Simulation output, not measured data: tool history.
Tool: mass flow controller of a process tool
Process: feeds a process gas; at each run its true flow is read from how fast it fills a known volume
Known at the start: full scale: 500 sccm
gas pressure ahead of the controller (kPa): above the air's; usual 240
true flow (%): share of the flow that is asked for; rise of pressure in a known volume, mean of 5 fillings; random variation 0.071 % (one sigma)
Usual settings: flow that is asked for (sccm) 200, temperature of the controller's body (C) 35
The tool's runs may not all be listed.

| run | hour | flow that is asked for (sccm) | gas pressure ahead of the controller (kPa) | temperature of the controller's body (C) | true flow (%) |
|---|---|---|---|---|---|
| 1 | 0.0 | 200 | 240 | 35 | 100.33 |
| 2 | 34.8 | 200 | 240 | 35 | 100.27 |
| 3 | 98.8 | 200 | 240 | 35 | 100.19 |
| 4 | 179.2 | 200 | 240 | 35 | 100.12 |
| 5 | 222.8 | 200 | 240 | 35 | 100.05 |
| 6 | 305.2 | 200 | 240 | 35 | 100.15 |
| 7 | 372.0 | 200 | 240 | 35 | 100.00 |
| 8 | 429.8 | 200 | 240 | 35 | 100.02 |
| 9 | 499.0 | 200 | 240 | 35 | 100.02 |
| 10 | 541.3 | 200 | 240 | 35 | 99.95 |
| 11 | 621.4 | 57 | 193 | 23 | 98.54 |
| 12 | 659.2 | 95 | 240 | 35 | 99.60 |
| 13 | 730.2 | 438 | 188 | 27 | 99.82 |
| 14 | 780.6 | 438 | 188 | 27 | 99.67 |
| 15 | 829.2 | 438 | 188 | 27 | 99.65 |
| 16 | 865.6 | 424 | 278 | 27 | 99.46 |
| 17 | 921.5 | 200 | 194 | 22 | 98.59 |
| 18 | 966.3 | 200 | 215 | 22 | 98.46 |

Forecast each of these 3 alternatives for the next run:
| A | 1016.1 | 200 | 217 | 27 | ? |
| B | 1016.1 | 200 | 193 | 22 | ? |
| C | 1016.1 | 82 | 180 | 33 | ? |

| run | true flow (%) |
|---|---|
| A | 99.01 |
| B | 98.46 |
| C | 99.40 |
Without the tool's hidden state the same runs would have given:
| run | true flow (%) |
|---|---|
| A | 99.44 |
| B | 98.89 |
| C | 99.85 |
